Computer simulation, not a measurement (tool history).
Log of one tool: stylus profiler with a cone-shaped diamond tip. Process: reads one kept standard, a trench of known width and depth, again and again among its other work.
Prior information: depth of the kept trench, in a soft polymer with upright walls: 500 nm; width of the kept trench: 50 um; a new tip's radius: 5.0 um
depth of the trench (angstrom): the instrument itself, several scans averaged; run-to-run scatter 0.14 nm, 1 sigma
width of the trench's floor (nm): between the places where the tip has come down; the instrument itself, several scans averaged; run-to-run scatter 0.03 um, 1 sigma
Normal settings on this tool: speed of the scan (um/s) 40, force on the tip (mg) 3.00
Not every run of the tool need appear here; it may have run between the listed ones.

run,hour,speed of the scan (um/s),force on the tip (mg),depth of the trench (angstrom),width of the trench's floor (nm)
1,0.0,40,3.00,5025.2,45010
2,13.1,40,3.00,5027.9,44920
3,25.3,40,3.00,5028.6,44980
4,31.7,40,1.02,5011.8,44860
5,47.0,40,3.00,5026.1,44950
6,59.6,40,3.00,5026.3,44910
7,73.1,10,3.00,5027.0,45000
8,83.5,10,3.00,5024.9,45010
9,96.3,40,7.08,5055.9,44930
10,107.8,40,7.08,5054.4,44920
11,114.2,40,7.08,5053.3,44940
12,127.5,40,1.00,5011.5,44790
13,141.9,40,1.00,5010.5,44780
14,148.6,55,3.00,5025.8,44770
15,155.0,40,3.00,5027.5,44790
16,165.1,40,3.00,5025.6,44860
17,178.0,40,3.00,5027.3,44850
18,191.6,40,1.32,5011.0,44700
19,206.9,40,3.00,5025.6,44750
20,220.9,40,3.00,5024.6,44780
21,229.1,19,1.42,5013.4,44800
22,241.0,11,2.47,5021.8,44880
23,247.3,12,4.78,5042.1,44900
24,259.0,75,1.12,5011.4,44480
25,271.6,19,1.29,5011.5,44820
26,282.9,95,7.71,5055.6,44710
27,295.4,40,5.05,5041.8,44710
28,310.1,62,1.44,5011.2,44600
29,318.4,14,1.64,5013.1,44690
30,332.5,14,1.64,5015.9,44700
31,340.2,24,6.16,5045.7,44810
32,352.7,19,1.64,5011.9,44750
33,361.4,82,1.64,5009.9,44410
34,373.0,13,7.39,5053.4,44740
35,379.4,22,1.27,5009.0,44660
36,395.0,57,3.00,5026.8,44570
37,409.1,57,3.00,5026.2,44600
38,423.8,31,3.69,5028.4,44600

A few steps of depth of the trench (angstrom) between consecutive runs. Split each: what settings, incoming material and random variation would produce without the hidden state, and what is left over for the hidden state, along with gauge scatter present in only one of the two compared results (measured, and without hidden state):
Unlogged tool condition in this case: radius of the tip, um; height scale over the true one, %; drift of the gauge itself on depth_nm, %; drift of the gauge itself on floor_um, %.
Run 5 -> 6: no setting changed, nothing entered. depth of the trench (angstrom) +0.2: hidden state -0.2, all else +0.4.
Run 9 -> 10: no setting changed, nothing entered. depth of the trench (angstrom) -1.5: hidden state -0.2, all else -1.3.
Run 18 -> 19: force on the tip (mg) 1.32 -> 3.00. depth of the trench (angstrom) +14.6: hidden state -0.2, all else +14.8.
Run 25 -> 26: speed of the scan (um/s) 19 -> 95, force on the tip (mg) 1.29 -> 7.71. depth of the trench (angstrom) +44.1: hidden state -0.2, all else +44.3.
Run 33 -> 34: speed of the scan (um/s) 82 -> 13, force on the tip (mg) 1.64 -> 7.39. depth of the trench (angstrom) +43.5: hidden state -0.2, all else +43.7.
Run 34 -> 35: speed of the scan (um/s) 13 -> 22, force on the tip (mg) 7.39 -> 1.27. depth of the trench (angstrom) -44.4: hidden state +0.0, all else -44.4.
